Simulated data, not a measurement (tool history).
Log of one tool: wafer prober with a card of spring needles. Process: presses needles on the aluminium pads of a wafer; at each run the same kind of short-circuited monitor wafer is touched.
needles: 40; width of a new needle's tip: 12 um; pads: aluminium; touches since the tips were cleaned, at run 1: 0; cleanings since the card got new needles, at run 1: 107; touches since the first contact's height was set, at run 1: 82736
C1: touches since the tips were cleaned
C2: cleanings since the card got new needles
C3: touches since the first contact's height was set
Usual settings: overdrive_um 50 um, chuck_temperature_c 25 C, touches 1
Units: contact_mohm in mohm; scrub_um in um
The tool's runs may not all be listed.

run 1 hour=0 | overdrive_um=50 chuck_temperature_c=25 touches=1 | C1=0 C2=107 C3=82736 | contact_mohm=206 scrub_um=11.59
-- hour=9.9 tips cleaned on abrasive film
-- hour=10.2 height of the first contact set anew
-- hour=20.6 tips cleaned on abrasive film
-- hour=30 tips cleaned on abrasive film
run 2 hour=32.5 | overdrive_um=50 chuck_temperature_c=25 touches=1 | C1=1359 C2=110 C3=11715 | contact_mohm=650 scrub_um=11.9
-- hour=40.4 tips cleaned on abrasive film
run 3 hour=46.9 | overdrive_um=50 chuck_temperature_c=34 touches=1 | C1=3450 C2=111 C3=19263 | contact_mohm=948 scrub_um=11.89
-- hour=50.8 tips cleaned on abrasive film
-- hour=61.4 tips cleaned on abrasive film
run 4 hour=66.8 | overdrive_um=50 chuck_temperature_c=34 touches=1 | C1=2842 C2=113 C3=29672 | contact_mohm=844 scrub_um=11.83
-- hour=70.8 tips cleaned on abrasive film
-- hour=80.7 tips cleaned on abrasive film
run 5 hour=85.8 | overdrive_um=40 chuck_temperature_c=25 touches=1 | C1=2675 C2=115 C3=39599 | contact_mohm=1259 scrub_um=9.39
-- hour=90.5 tips cleaned on abrasive film
-- hour=100.9 tips cleaned on abrasive film
-- hour=106.8 tips cleaned on abrasive film, once more
run 6 hour=115.1 | overdrive_um=65 chuck_temperature_c=25 touches=1 | C1=4379 C2=118 C3=54943 | contact_mohm=659 scrub_um=15.27
-- hour=117.5 tips cleaned on abrasive film
-- hour=127.9 tips cleaned on abrasive film
run 7 hour=129.5 | overdrive_um=65 chuck_temperature_c=25 touches=1 | C1=829 C2=120 C3=62416 | contact_mohm=407 scrub_um=15.24
-- hour=138.1 tips cleaned on abrasive film
run 8 hour=145.1 | overdrive_um=65 chuck_temperature_c=25 touches=1 | C1=3658 C2=121 C3=70605 | contact_mohm=664 scrub_um=15.19
-- hour=148.9 tips cleaned on abrasive film
-- hour=159.9 tips cleaned on abrasive film
-- hour=169.8 tips cleaned on abrasive film
run 9 hour=169.8 | overdrive_um=50 chuck_temperature_c=25 touches=1 | C1=0 C2=124 C3=83522 | contact_mohm=233 scrub_um=11.52
-- hour=180 tips cleaned on abrasive film
-- hour=180.3 height of the first contact set anew
-- hour=190.4 tips cleaned on abrasive film
-- hour=200.3 tips cleaned on abrasive film
run 10 hour=202.3 | overdrive_um=50 chuck_temperature_c=25 touches=2 | C1=1068 C2=127 C3=11555 | contact_mohm=416 scrub_um=11.94
-- hour=211.1 tips cleaned on abrasive film
-- hour=222.3 tips cleaned on abrasive film
run 11 hour=223.1 | overdrive_um=50 chuck_temperature_c=25 touches=2 | C1=423 C2=129 C3=22425 | contact_mohm=269 scrub_um=11.87
-- hour=231.7 tips cleaned on abrasive film
-- hour=242.3 tips cleaned on abrasive film
run 12 hour=250.7 | overdrive_um=50 chuck_temperature_c=25 touches=2 | C1=4446 C2=131 C3=36884 | contact_mohm=700 scrub_um=11.8
-- hour=253.1 tips cleaned on abrasive film
-- hour=262.4 tips cleaned on abrasive film
-- hour=274 tips cleaned on abrasive film
run 13 hour=281.7 | overdrive_um=50 chuck_temperature_c=25 touches=2 | C1=4078 C2=134 C3=53127 | contact_mohm=690 scrub_um=11.71
-- hour=283.3 tips cleaned on abrasive film
-- hour=293.3 tips cleaned on abrasive film
-- hour=303.7 tips cleaned on abrasive film
run 14 hour=309.5 | overdrive_um=57 chuck_temperature_c=54 touches=2 | C1=3073 C2=137 C3=67656 | contact_mohm=525 scrub_um=13.32
-- hour=313.2 tips cleaned on abrasive film
-- hour=322.8 tips cleaned on abrasive film
run 15 hour=325.1 | overdrive_um=57 chuck_temperature_c=54 touches=2 | C1=1191 C2=139 C3=75794 | contact_mohm=377 scrub_um=13.24
-- hour=332.8 tips cleaned on abrasive film
-- hour=343.7 tips cleaned on abrasive film
run 16 hour=343.7 | overdrive_um=57 chuck_temperature_c=54 touches=2 | C1=0 C2=141 C3=85506 | contact_mohm=179 scrub_um=13.21
-- hour=349.7 height of the first contact set anew
-- hour=354.3 tips cleaned on abrasive film
-- hour=364.7 tips cleaned on abrasive film
-- hour=374.8 tips cleaned on abrasive film
run 17 hour=375.9 | overdrive_um=57 chuck_temperature_c=73 touches=2 | C1=605 C2=144 C3=13705 | contact_mohm=272 scrub_um=13.53
-- hour=384.1 tips cleaned on abrasive film
run 18 hour=389.7 | overdrive_um=34 chuck_temperature_c=56 touches=1 | C1=2979 C2=145 C3=20944 | contact_mohm=1938 scrub_um=8
-- hour=394 tips cleaned on abrasive film
-- hour=405.2 tips cleaned on abrasive film
run 19 hour=409.1 | overdrive_um=48 chuck_temperature_c=25 touches=2 | C1=2068 C2=147 C3=31104 | contact_mohm=633 scrub_um=11.33
-- hour=415 tips cleaned on abrasive film
-- hour=424.6 tips cleaned on abrasive film
run 20 hour=424.6 | overdrive_um=45 chuck_temperature_c=42 touches=2 | C1=0 C2=149 C3=39194 | contact_mohm=221 scrub_um=10.52
-- hour=435.2 tips cleaned on abrasive film
run 21 hour=439.6 | overdrive_um=45 chuck_temperature_c=42 touches=2 | C1=2308 C2=150 C3=47035 | contact_mohm=736 scrub_um=10.49
-- hour=445.9 tips cleaned on abrasive film
-- hour=456.9 tips cleaned on abrasive film
-- hour=467.5 tips cleaned on abrasive film
run 22 hour=467.5 | overdrive_um=50 chuck_temperature_c=43 touches=1 | C1=0 C2=153 C3=61639 | contact_mohm=184 scrub_um=11.61
-- hour=477.7 tips cleaned on abrasive film
-- hour=488.4 tips cleaned on abrasive film
run 23 hour=489.7 | overdrive_um=50 chuck_temperature_c=43 touches=1 | C1=654 C2=155 C3=73250 | contact_mohm=566 scrub_um=11.58
-- hour=499.9 tips cleaned on abrasive film
-- hour=510.5 tips cleaned on abrasive film
run 24 hour=513.5 | overdrive_um=50 chuck_temperature_c=124 touches=2 | C1=1598 C2=157 C3=85726 | contact_mohm=496 scrub_um=11.51
-- hour=518.2 height of the first contact set anew
-- hour=520.5 tips cleaned on abrasive film
-- hour=532 tips cleaned on abrasive film
run 25 hour=536.4 | overdrive_um=50 chuck_temperature_c=124 touches=2 | C1=2344 C2=159 C3=9545 | contact_mohm=605 scrub_um=11.91
-- hour=543.2 tips cleaned on abrasive film
-- hour=554 tips cleaned on abrasive film
run 26 hour=559.3 | overdrive_um=50 chuck_temperature_c=124 touches=2 | C1=2802 C2=161 C3=21507 | contact_mohm=634 scrub_um=11.88

3 ways to go on from here, each from the tool as it stands after run 26. What would each give?
-- hour=563.6 tips cleaned on abrasive film
-- hour=574.4 tips cleaned on abrasive film
-- hour=583.7 tips cleaned on abrasive film
run A hour=585.5 | overdrive_um=50 chuck_temperature_c=80 touches=2 | C1=973 C2=164 C3=35211 | contact_mohm=? scrub_um=?
-- hour=563.6 tips cleaned on abrasive film
-- hour=574.4 tips cleaned on abrasive film
-- hour=583.7 tips cleaned on abrasive film
run B hour=585.5 | overdrive_um=50 chuck_temperature_c=25 touches=1 | C1=973 C2=164 C3=35211 | contact_mohm=? scrub_um=?
-- hour=563.6 tips cleaned on abrasive film
-- hour=574.4 tips cleaned on abrasive film
-- hour=583.7 tips cleaned on abrasive film
run C hour=585.5 | overdrive_um=40 chuck_temperature_c=34 touches=2 | C1=973 C2=164 C3=35211 | contact_mohm=? scrub_um=?

run=A contact_mohm=423 scrub_um=11.78
run=B contact_mohm=628 scrub_um=11.77
run=C contact_mohm=591 scrub_um=9.37
Without the tool's hidden state the same runs would have given:
run=A contact_mohm=133 scrub_um=11.99
run=B contact_mohm=122 scrub_um=11.98
run=C contact_mohm=128 scrub_um=9.58
